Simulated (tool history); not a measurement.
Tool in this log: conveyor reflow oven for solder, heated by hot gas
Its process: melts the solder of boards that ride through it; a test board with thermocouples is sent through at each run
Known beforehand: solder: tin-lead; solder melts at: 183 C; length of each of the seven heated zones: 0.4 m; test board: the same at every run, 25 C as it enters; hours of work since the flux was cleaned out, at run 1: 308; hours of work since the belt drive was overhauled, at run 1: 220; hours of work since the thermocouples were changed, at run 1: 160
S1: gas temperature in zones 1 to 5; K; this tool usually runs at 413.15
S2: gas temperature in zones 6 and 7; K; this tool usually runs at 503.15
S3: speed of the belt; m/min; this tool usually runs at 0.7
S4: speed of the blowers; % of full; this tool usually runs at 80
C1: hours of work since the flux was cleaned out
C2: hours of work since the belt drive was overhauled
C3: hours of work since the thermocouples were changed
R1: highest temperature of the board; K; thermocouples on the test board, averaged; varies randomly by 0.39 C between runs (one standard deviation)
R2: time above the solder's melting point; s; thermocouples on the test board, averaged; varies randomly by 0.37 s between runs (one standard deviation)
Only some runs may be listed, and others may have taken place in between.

run 1 hour=0 | S1=413.15 S2=503.15 S3=0.7 S4=80 | C1=308 C2=220 C3=160 | R1=483.55 R2=46.2
run 2 hour=10.5 | S1=413.15 S2=503.15 S3=0.7 S4=80 | C1=316 C2=229 C3=168 | R1=482.95 R2=46.2
run 3 hour=22.4 | S1=413.15 S2=503.15 S3=0.7 S4=80 | C1=325 C2=238 C3=177 | R1=483.35 R2=45.8
run 4 hour=36.4 | S1=413.15 S2=503.15 S3=0.7 S4=80 | C1=336 C2=249 C3=188 | R1=483.35 R2=45.7
run 5 hour=45.6 | S1=413.15 S2=503.15 S3=0.7 S4=80 | C1=343 C2=256 C3=195 | R1=483.15 R2=45.3
run 6 hour=52.3 | S1=413.15 S2=503.15 S3=0.7 S4=80 | C1=348 C2=261 C3=200 | R1=483.85 R2=45.2
run 7 hour=61.4 | S1=413.15 S2=503.15 S3=0.7 S4=80 | C1=355 C2=268 C3=207 | R1=482.75 R2=45.3
run 8 hour=71.8 | S1=413.15 S2=503.15 S3=0.7 S4=80 | C1=363 C2=276 C3=216 | R1=483.15 R2=45.7
run 9 hour=80.1 | S1=413.15 S2=503.15 S3=0.7 S4=80 | C1=369 C2=282 C3=222 | R1=482.35 R2=45.4
run 10 hour=93 | S1=413.15 S2=503.15 S3=0.7 S4=80 | C1=379 C2=292 C3=232 | R1=482.75 R2=45.1
run 11 hour=103.3 | S1=413.15 S2=503.15 S3=0.7 S4=80 | C1=387 C2=300 C3=240 | R1=482.35 R2=45
run 12 hour=110.1 | S1=413.15 S2=503.15 S3=0.724 S4=80 | C1=393 C2=306 C3=245 | R1=481.25 R2=41.7
run 13 hour=120.1 | S1=424.15 S2=503.15 S3=0.7 S4=80 | C1=400 C2=313 C3=253 | R1=485.05 R2=51.6
run 14 hour=134.1 | S1=424.15 S2=503.15 S3=0.7 S4=80 | C1=411 C2=324 C3=264 | R1=485.75 R2=51.3
run 15 hour=142.7 | S1=413.15 S2=503.15 S3=0.812 S4=80 | C1=418 C2=331 C3=270 | R1=476.95 R2=31.9
run 16 hour=153.3 | S1=413.15 S2=503.15 S3=0.812 S4=80 | C1=426 C2=339 C3=278 | R1=476.75 R2=32.3
run 17 hour=160.8 | S1=413.15 S2=492.15 S3=0.623 S4=52 | C1=432 C2=345 C3=284 | R1=472.65 R2=37.6
run 18 hour=168.9 | S1=413.15 S2=501.15 S3=0.665 S4=80 | C1=438 C2=351 C3=291 | R1=482.65 R2=47.5
-- hour=174.6 flux residue cleaned out of gas plates and filters
run 19 hour=184.7 | S1=403.15 S2=492.15 S3=0.7 S4=80 | C1=8 C2=359 C3=299 | R1=468.85 R2=25.3
run 20 hour=198.5 | S1=403.15 S2=492.15 S3=0.712 S4=80 | C1=18 C2=370 C3=310 | R1=468.45 R2=23.7
-- hour=207.4 flux residue cleaned out of gas plates and filters, once more
run 21 hour=218 | S1=413.15 S2=503.15 S3=0.7 S4=66 | C1=8 C2=381 C3=321 | R1=485.55 R2=47.5
run 22 hour=226.2 | S1=413.15 S2=503.15 S3=0.7 S4=66 | C1=15 C2=388 C3=327 | R1=485.05 R2=47.5
run 23 hour=232.8 | S1=413.15 S2=495.15 S3=0.661 S4=66 | C1=20 C2=393 C3=332 | R1=479.85 R2=45.7
run 24 hour=242.6 | S1=413.15 S2=503.15 S3=0.7 S4=70 | C1=27 C2=400 C3=340 | R1=485.15 R2=48.2
run 25 hour=253.6 | S1=413.15 S2=503.15 S3=0.7 S4=70 | C1=36 C2=409 C3=348 | R1=485.35 R2=47.6
run 26 hour=264.9 | S1=413.15 S2=503.15 S3=0.7 S4=70 | C1=44 C2=417 C3=357 | R1=485.35 R2=48

Run 27 has not been measured yet. What should we expect?
run 27 hour=272.5 | S1=413.15 S2=503.15 S3=0.804 S4=80 | C1=50 C2=423 C3=363 | R1=? R2=?

R1: 482.15 K
R2: 38.8 s
If the tool had no hidden condition, the same run with the same run-to-run variation would have returned R1 481.65 K, R2 38.1 s.

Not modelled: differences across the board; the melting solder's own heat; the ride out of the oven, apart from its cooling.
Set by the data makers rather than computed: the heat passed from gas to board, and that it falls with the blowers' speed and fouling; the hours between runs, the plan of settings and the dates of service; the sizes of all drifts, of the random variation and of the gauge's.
